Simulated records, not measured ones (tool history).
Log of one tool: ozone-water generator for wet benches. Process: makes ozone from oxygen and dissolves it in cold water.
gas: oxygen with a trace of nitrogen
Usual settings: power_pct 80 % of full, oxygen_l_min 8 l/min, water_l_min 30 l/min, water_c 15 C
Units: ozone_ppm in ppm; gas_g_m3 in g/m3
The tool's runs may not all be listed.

run,hour,power_pct,oxygen_l_min,water_l_min,water_c,ozone_ppm,gas_g_m3
1,0,80,8,30,15,25.1,207.8
2,34.6,80,8,30,15,25.4,208.8
3,80.1,80,8,30,15,25,208.2
4,101.7,80,8,30,15,24.9,209.8
5,122.1,80,8,30,15,25,208.5
6,166,80,8,30,15,25.4,208.1
7,208.8,80,8,30,15,25,207.1
8,248.6,80,8,30,18,23.9,206
9,271.4,80,8,30,18,23.7,206
# hour 275.4: water thermometer calibrated
10,314.1,80,8,30,17,24.5,205.4
11,345.3,80,8,30,17,24,203.2
12,380.7,80,8,31,15,24.2,207.2
13,406.5,80,8.62,21,11,34.3,199

Run 14 comes next. What will it give?
14,432.7,42,5.6,30,22,?,?

ozone_ppm: 13.2 ppm
gas_g_m3: 145.8 g/m3
Without the tool's hidden state the same run would have given ozone_ppm 13.8 ppm, gas_g_m3 150 g/m3.
